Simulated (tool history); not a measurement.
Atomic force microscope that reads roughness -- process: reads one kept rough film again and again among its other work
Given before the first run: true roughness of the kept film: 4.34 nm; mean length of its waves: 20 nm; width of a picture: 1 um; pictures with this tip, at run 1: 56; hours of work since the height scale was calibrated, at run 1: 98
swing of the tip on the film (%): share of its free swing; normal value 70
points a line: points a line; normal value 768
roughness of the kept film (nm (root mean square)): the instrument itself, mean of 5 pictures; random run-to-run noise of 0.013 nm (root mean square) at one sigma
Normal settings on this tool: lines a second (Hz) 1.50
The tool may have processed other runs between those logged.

run     day  lines a second (Hz)  swing of the tip on the film (%)  points a line  pictures with this tip  hours of work since the height scale was calibrated  roughness of the kept film (nm (root mean square))
  1   0.000                 1.50                                70            768                      56                                                   98                                               3.035
  2   1.367                 1.50                                62            768                     112                                                  115                                               3.131
  3   2.121                 1.50                                62            768                     143                                                  123                                               3.132
  4   3.438                 1.50                                70            768                     197                                                  139                                               3.041
  5   4.796                 1.50                                70            768                     253                                                  155                                               3.020
  6   6.171                 1.50                                70            768                     309                                                  172                                               3.022
      6.317  -- new tip fitted
  7   7.475                 1.50                                70            768                      47                                                  187                                               3.046
  8   8.442                 1.50                                70            768                      87                                                  198                                               3.054
  9   9.125                 1.50                                70            768                     115                                                  206                                               3.035
 10   9.942                 0.68                                70            768                     149                                                  216                                               3.194
 11  10.633                 1.50                                70            414                     177                                                  224                                               3.050
 12  11.512                 1.50                                70            414                     213                                                  235                                               2.992
 13  12.875                 1.11                                70            768                     269                                                  251                                               3.119
 14  13.517                 1.11                                70            768                     295                                                  258                                               3.093
     13.954  -- new tip fitted
 15  14.817                 1.11                                70            768                      36                                                  274                                               3.111
 16  15.742                 1.11                                70            768                      74                                                  284                                               3.123
 17  16.342                 1.11                                70            768                      98                                                  292                                               3.114
 18  17.275                 1.11                                70            768                     136                                                  303                                               3.099
 19  18.529                 1.50                                70            768                     188                                                  318                                               3.038
 20  19.646                 1.50                                70            768                     234                                                  331                                               3.018
 21  20.833                 1.50                                65            485                     282                                                  345                                               3.079
     21.579  -- new tip fitted
 22  21.933                 2.35                                70            631                      15                                                  358                                               2.892
 23  23.004                 3.61                                58            467                      58                                                  370                                               2.974
 24  24.246                 3.61                                79            828                     109                                                  385                                               2.444
 25  25.033                 0.57                                74            828                     142                                                  394                                               3.186
 26  26.038                 0.57                                74            828                     183                                                  406                                               3.214
 27  27.283                 0.67                                70            951                     234                                                  421                                               3.202
 28  28.192                 0.57                                56            289                     271                                                  432                                               3.182
     29.192  -- new tip fitted
 29  29.317                 0.57                                56            289                       5                                                  445                                               3.198
 30  30.517                 0.57                                56            289                      55                                                  459                                               3.175
 31  31.242                 0.57                                56            289                      84                                                  468                                               3.181
 32  32.379                 0.57                                67            459                     131                                                  481                                               3.200
 33  33.071                 1.34                                69            491                     159                                                  490                                               3.047
 34  34.088                 1.34                                69            491                     201                                                  502                                               3.059
 35  34.804                 1.34                                69            491                     231                                                  510                                               3.053
 36  35.379                 1.34                                69            631                     254                                                  517                                               3.067
     36.804  -- new tip fitted
 37  36.804                 1.50                                56            364                       0                                                  534                                               3.142
 38  37.733                 0.55                                70            301                      38                                                  545                                               3.150
 39  39.146                 0.55                                70            301                      96                                                  561                                               3.130
 40  40.117                 1.61                                64            430                     135                                                  573                                               3.080

Hidden state at the last listed run before each entry between runs and at the first one after, where it differs:
After run 6, before run 7: new tip fitted (day 6.317)
  radius of the tip, nm: 7.1 -> 7
After run 14, before run 15: new tip fitted (day 13.954)
  radius of the tip, nm: 7.1 -> 7
After run 21, before run 22: new tip fitted (day 21.579)
  radius of the tip, nm: 7.1 -> 7
After run 28, before run 29: new tip fitted (day 29.192)
  radius of the tip, nm: 7.1 -> 7
After run 36, before run 37: new tip fitted (day 36.804)
  radius of the tip, nm: 7.1 -> 7

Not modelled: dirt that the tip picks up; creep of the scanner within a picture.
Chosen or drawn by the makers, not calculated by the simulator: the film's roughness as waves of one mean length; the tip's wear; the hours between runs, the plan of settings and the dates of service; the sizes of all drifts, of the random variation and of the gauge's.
